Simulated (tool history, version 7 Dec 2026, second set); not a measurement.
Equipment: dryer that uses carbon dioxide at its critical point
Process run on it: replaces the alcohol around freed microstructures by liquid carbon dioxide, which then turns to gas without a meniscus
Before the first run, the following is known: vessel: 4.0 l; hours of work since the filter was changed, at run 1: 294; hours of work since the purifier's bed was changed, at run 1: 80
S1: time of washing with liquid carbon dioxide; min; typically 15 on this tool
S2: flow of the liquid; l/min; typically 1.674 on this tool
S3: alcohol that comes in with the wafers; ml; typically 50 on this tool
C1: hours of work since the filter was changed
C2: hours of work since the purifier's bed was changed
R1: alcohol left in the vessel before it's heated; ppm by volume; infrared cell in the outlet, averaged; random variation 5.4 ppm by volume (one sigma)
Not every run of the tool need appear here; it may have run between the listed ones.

| run | day | S1 | S2 | S3 | C1 | C2 | R1 |
|---|---|---|---|---|---|---|---|
| 1 | 0.000 | 15 | 1.674 | 50 | 294 | 80 | 176 |
| 2 | 0.542 | 15 | 1.674 | 50 | 299 | 85 | 190 |
| 3 | 1.138 | 15 | 1.674 | 50 | 305 | 90 | 174 |
| 4 | 1.492 | 15 | 1.674 | 50 | 308 | 93 | 174 |
| 5 | 2.025 | 15 | 1.674 | 50 | 313 | 98 | 186 |
| 6 | 2.633 | 15 | 1.674 | 50 | 319 | 104 | 192 |
| 7 | 3.075 | 22 | 1.674 | 50 | 323 | 108 | 35 |
| 8 | 3.442 | 22 | 1.674 | 50 | 326 | 111 | 38 |
| 9 | 3.725 | 9 | 1.674 | 50 | 329 | 114 | 934 |
| 10 | 4.179 | 15 | 1.170 | 20 | 333 | 118 | 274 |
| 11 | 4.658 | 17 | 1.360 | 75 | 337 | 122 | 363 |

Results per run with the tool's hidden condition removed, run-to-run variation unchanged:
Hidden state present: flow that reaches the vessel past the clogged filter, %; alcohol in the recycled carbon dioxide, ppm; drift of the gauge itself on alcohol_ppm, %.
| run | R1 |
|---|---|
| 1 | 134 |
| 2 | 147 |
| 3 | 130 |
| 4 | 129 |
| 5 | 140 |
| 6 | 144 |
| 7 | 11 |
| 8 | 13 |
| 9 | 804 |
| 10 | 220 |
| 11 | 281 |

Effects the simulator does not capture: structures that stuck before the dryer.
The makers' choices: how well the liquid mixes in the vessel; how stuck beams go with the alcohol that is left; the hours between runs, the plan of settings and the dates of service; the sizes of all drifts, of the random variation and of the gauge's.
